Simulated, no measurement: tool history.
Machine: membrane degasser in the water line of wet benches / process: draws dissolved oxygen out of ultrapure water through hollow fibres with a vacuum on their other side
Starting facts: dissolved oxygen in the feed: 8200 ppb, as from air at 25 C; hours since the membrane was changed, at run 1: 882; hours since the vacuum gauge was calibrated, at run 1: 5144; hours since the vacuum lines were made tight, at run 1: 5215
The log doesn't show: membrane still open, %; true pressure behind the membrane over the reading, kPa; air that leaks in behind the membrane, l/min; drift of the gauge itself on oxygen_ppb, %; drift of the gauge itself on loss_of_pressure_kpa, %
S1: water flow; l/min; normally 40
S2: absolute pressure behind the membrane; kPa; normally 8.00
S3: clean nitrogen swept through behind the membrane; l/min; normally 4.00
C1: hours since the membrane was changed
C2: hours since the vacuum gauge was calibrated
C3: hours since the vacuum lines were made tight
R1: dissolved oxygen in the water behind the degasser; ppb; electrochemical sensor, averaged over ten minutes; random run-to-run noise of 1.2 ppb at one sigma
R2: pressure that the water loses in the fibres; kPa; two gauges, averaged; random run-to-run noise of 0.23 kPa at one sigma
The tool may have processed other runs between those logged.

run   hour  S1     S2     S3    C1    C2    C3     R1     R2
  1    0.0  40   8.00   4.00   882  5144  5215  127.5  58.43
  2   28.3  40   8.00   4.00   910  5172  5243  126.9  58.63
  3   78.5  40   8.00   4.00   960  5222  5293  127.4  58.69
  4  130.9  40  12.88   4.00  1013  5274  5346  236.4  58.38
  5  173.0  40   8.00   4.00  1055  5316  5388  130.6  58.49
  6  228.4  30   8.00   4.00  1110  5372  5443   94.1  43.97
  7  275.5  30   8.00   4.00  1157  5419  5490   91.9  44.26
  8  338.3  29   8.00   4.00  1220  5482  5553   89.8  42.87
  9  396.9  29   8.00   4.00  1279  5540  5612   91.4  42.57
 10  429.4  29   8.00   4.00  1311  5573  5644   90.7  42.74
 11  460.4  26   8.00   4.00  1342  5604  5675   81.1  38.18
 12  492.3  40   8.21   2.41  1374  5636  5707  206.5  58.89
 13  536.5  40   5.18  10.31  1418  5680  5751   29.4  58.73
 14  591.8  40   8.00   3.54  1473  5735  5807  144.0  59.32
 15  621.3  40   8.00   3.54  1503  5765  5836  142.0  58.92
 16  683.8  44   6.99   4.30  1565  5827  5899  111.3  65.14
 17  713.4  57   8.00   8.57  1595  5857  5928  123.6  84.43
 18  749.0  40   5.40   6.52  1631  5893  5964   44.7  59.18
 19  776.5  58  11.24   8.87  1658  5920  5991  176.3  85.42
 20  812.7  40  12.27   4.00  1694  5956  6028  228.0  59.01
 21  842.8  58   8.00   5.58  1725  5986  6058  171.8  85.91
 22  905.7  58   8.00   5.58  1787  6049  6121  168.6  85.91

Subtracting, for every run, the result it would have given without the tool's unlogged condition from the measured result gives the following. The same run-to-run variation enters both numbers; the gauge's scatter may not:
run     R1     R2
  1   +8.3  +0.56
  2   +8.2  +0.58
  3   +8.5  +0.62
  4   +9.6  +0.65
  5   +8.7  +0.68
  6   +6.9  +0.54
  7   +6.8  +0.56
  8   +6.7  +0.58
  9   +6.9  +0.60
 10   +7.0  +0.62
 11   +6.5  +0.57
 12  +13.7  +0.90
 13   +4.0  +0.92
 14  +10.6  +0.97
 15  +10.5  +0.98
 16   +9.9  +1.13
 17   +9.6  +1.50
 18   +6.1  +1.07
 19  +10.4  +1.57
 20  +11.2  +1.12
 21  +13.2  +1.64
 22  +13.3  +1.70
